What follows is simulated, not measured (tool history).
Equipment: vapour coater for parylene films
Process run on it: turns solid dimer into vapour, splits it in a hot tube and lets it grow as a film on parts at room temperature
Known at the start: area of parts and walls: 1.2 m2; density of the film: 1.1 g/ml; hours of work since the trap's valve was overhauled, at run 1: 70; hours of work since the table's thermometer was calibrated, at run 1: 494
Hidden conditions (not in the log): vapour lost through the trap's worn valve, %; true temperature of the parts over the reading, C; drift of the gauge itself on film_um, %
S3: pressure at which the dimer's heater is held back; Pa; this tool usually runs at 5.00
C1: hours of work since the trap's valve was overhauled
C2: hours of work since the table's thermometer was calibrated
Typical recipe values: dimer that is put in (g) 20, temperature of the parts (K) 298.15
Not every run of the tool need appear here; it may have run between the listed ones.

Run 1, hour 0.0: usual settings; C1 70; C2 494. Result: thickness of the film (nm) 11920.
Run 2, hour 30.7: usual settings but S3 4.57 Pa; C1 85; C2 509. Result: thickness of the film (nm) 11940.
Run 3, hour 50.5: usual settings but dimer that is put in (g) 17; C1 94; C2 518. Result: thickness of the film (nm) 10000.
Run 4, hour 79.1: usual settings but dimer that is put in (g) 17; C1 108; C2 532. Result: thickness of the film (nm) 9910.
Run 5, hour 106.8: usual settings but dimer that is put in (g) 17; C1 122; C2 546. Result: thickness of the film (nm) 9930.
Run 6, hour 134.6: usual settings but dimer that is put in (g) 17; C1 136; C2 559. Result: thickness of the film (nm) 9850.
Run 7, hour 165.4: usual settings but dimer that is put in (g) 17; C1 151; C2 574. Result: thickness of the film (nm) 9960.
Run 8, hour 197.3: usual settings but S3 4.64 Pa; C1 166; C2 590. Result: thickness of the film (nm) 11680.
Run 9, hour 228.5: usual settings but S3 4.64 Pa; C1 182; C2 605. Result: thickness of the film (nm) 11590.
Run 10, hour 246.5: usual settings but dimer that is put in (g) 34; C1 190; C2 614. Result: thickness of the film (nm) 19730.
Run 11, hour 267.9: usual settings but dimer that is put in (g) 34; C1 201; C2 625. Result: thickness of the film (nm) 19620.
Run 12, hour 286.1: usual settings but dimer that is put in (g) 34; C1 210; C2 634. Result: thickness of the film (nm) 19430.
Run 13, hour 314.3: usual settings but dimer that is put in (g) 34; C1 224; C2 647. Result: thickness of the film (nm) 19930.
Run 14, hour 331.6: usual settings; C1 232; C2 656. Result: thickness of the film (nm) 11570.
Run 15, hour 357.7: usual settings but temperature of the parts (K) 297.15; C1 245; C2 669. Result: thickness of the film (nm) 11940.
Run 16, hour 392.8: usual settings but temperature of the parts (K) 291.15; C1 262; C2 686. Result: thickness of the film (nm) 14020.
Run 17, hour 425.6: usual settings but S3 2.18 Pa; C1 278; C2 702. Result: thickness of the film (nm) 12210.
Run 18, hour 449.9: usual settings but S3 2.18 Pa; C1 290; C2 714. Result: thickness of the film (nm) 12100.
Run 19, hour 484.8: usual settings but S3 9.05 Pa; C1 307; C2 731. Result: thickness of the film (nm) 10880.
Run 20, hour 511.2: usual settings but S3 9.05 Pa; C1 320; C2 744. Result: thickness of the film (nm) 10820.
Run 21, hour 543.9: usual settings but S3 9.05 Pa; C1 336; C2 760. Result: thickness of the film (nm) 10820.
Run 22, hour 579.6: usual settings but S3 4.65 Pa; C1 353; C2 777. Result: thickness of the film (nm) 11400.
Run 23, hour 606.2: usual settings; C1 366; C2 790. Result: thickness of the film (nm) 11370.
Run 24, hour 634.7: usual settings but temperature of the parts (K) 294.15, S3 4.88 Pa; C1 380; C2 804. Result: thickness of the film (nm) 12900.
At hour 650.2: trap's valve overhauled.
Run 25, hour 665.2: usual settings but temperature of the parts (K) 294.15, S3 4.88 Pa; C1 7; C2 817. Result: thickness of the film (nm) 13780.
Run 26, hour 689.1: usual settings but temperature of the parts (K) 291.15, S3 9.02 Pa; C1 19; C2 829. Result: thickness of the film (nm) 14620.
Run 27, hour 711.1: usual settings but dimer that is put in (g) 24, S3 2.39 Pa; C1 30; C2 840. Result: thickness of the film (nm) 15020.
Run 28, hour 729.7: usual settings but temperature of the parts (K) 306.15, S3 7.22 Pa; C1 39; C2 849. Result: thickness of the film (nm) 8810.
Run 29, hour 751.1: usual settings but S3 7.66 Pa; C1 49; C2 859. Result: thickness of the film (nm) 11720.
Run 30, hour 782.5: usual settings but dimer that is put in (g) 15, temperature of the parts (K) 293.15, S3 7.66 Pa; C1 65; C2 875. Result: thickness of the film (nm) 10360.
Run 31, hour 801.2: usual settings but temperature of the parts (K) 292.15; C1 74; C2 884. Result: thickness of the film (nm) 14660.
Run 32, hour 831.9: usual settings but dimer that is put in (g) 12, temperature of the parts (K) 302.15, S3 2.60 Pa; C1 89; C2 899. Result: thickness of the film (nm) 6510.
Run 33, hour 860.6: usual settings but dimer that is put in (g) 32, temperature of the parts (K) 302.15, S3 2.64 Pa; C1 103; C2 913. Result: thickness of the film (nm) 17020.
Run 34, hour 892.3: usual settings but dimer that is put in (g) 32, temperature of the parts (K) 302.15, S3 2.64 Pa; C1 119; C2 928. Result: thickness of the film (nm) 17200.
Run 35, hour 921.1: usual settings but dimer that is put in (g) 24, temperature of the parts (K) 302.15, S3 6.10 Pa; C1 133; C2 942. Result: thickness of the film (nm) 12180.
Run 36, hour 946.8: usual settings but dimer that is put in (g) 23, temperature of the parts (K) 310.15, S3 3.47 Pa; C1 145; C2 955. Result: thickness of the film (nm) 9120.
Run 37, hour 977.1: usual settings but dimer that is put in (g) 23, temperature of the parts (K) 310.15, S3 3.47 Pa; C1 160; C2 970. Result: thickness of the film (nm) 9160.
Run 38, hour 1008.3: usual settings but temperature of the parts (K) 308.15; C1 175; C2 985. Result: thickness of the film (nm) 8290.
Run 39, hour 1029.4: usual settings but dimer that is put in (g) 19, temperature of the parts (K) 308.15, S3 4.13 Pa; C1 186; C2 995. Result: thickness of the film (nm) 8040.
Run 40, hour 1048.0: usual settings but dimer that is put in (g) 19, temperature of the parts (K) 308.15, S3 4.13 Pa; C1 195; C2 1005. Result: thickness of the film (nm) 7940.
Run 41, hour 1064.6: usual settings but temperature of the parts (K) 295.15; C1 203; C2 1013. Result: thickness of the film (nm) 13130.
Run 42, hour 1093.4: usual settings but temperature of the parts (K) 291.15, S3 9.63 Pa; C1 217; C2 1027. Result: thickness of the film (nm) 14190.
Run 43, hour 1112.1: usual settings but dimer that is put in (g) 9, temperature of the parts (K) 304.15; C1 226; C2 1036. Result: thickness of the film (nm) 4210.
Run 44, hour 1134.4: usual settings but dimer that is put in (g) 9, temperature of the parts (K) 292.15; C1 237; C2 1047. Result: thickness of the film (nm) 6440.
Run 45, hour 1149.9: usual settings but dimer that is put in (g) 13, temperature of the parts (K) 306.15; C1 245; C2 1054. Result: thickness of the film (nm) 5720.
Run 46, hour 1173.9: usual settings but dimer that is put in (g) 26, temperature of the parts (K) 299.15; C1 256; C2 1066. Result: thickness of the film (nm) 14610.

Here are 4 independent what-if runs from the current tool condition. What would each one return?
Run A, hour 1202.0: usual settings but dimer that is put in (g) 26, temperature of the parts (K) 301.15; C1 270; C2 1080. Result: thickness of the film (nm) ?.
Run B, hour 1202.0: usual settings but dimer that is put in (g) 18, temperature of the parts (K) 303.15; C1 270; C2 1080. Result: thickness of the film (nm) ?.
Run C, hour 1202.0: usual settings but dimer that is put in (g) 26, temperature of the parts (K) 291.15; C1 270; C2 1080. Result: thickness of the film (nm) ?.
Run D, hour 1202.0: usual settings but dimer that is put in (g) 17, temperature of the parts (K) 300.15, S3 2.91 Pa; C1 270; C2 1080. Result: thickness of the film (nm) ?.

run  thickness of the film (nm)
  A                       13690
  B                        8760
  C                       18300
  D                        9660
Stripped of hidden state, with their random variation kept, the same runs would have yielded:
run  thickness of the film (nm)
  A                       13950
  B                        8930
  C                       19250
  D                        9840
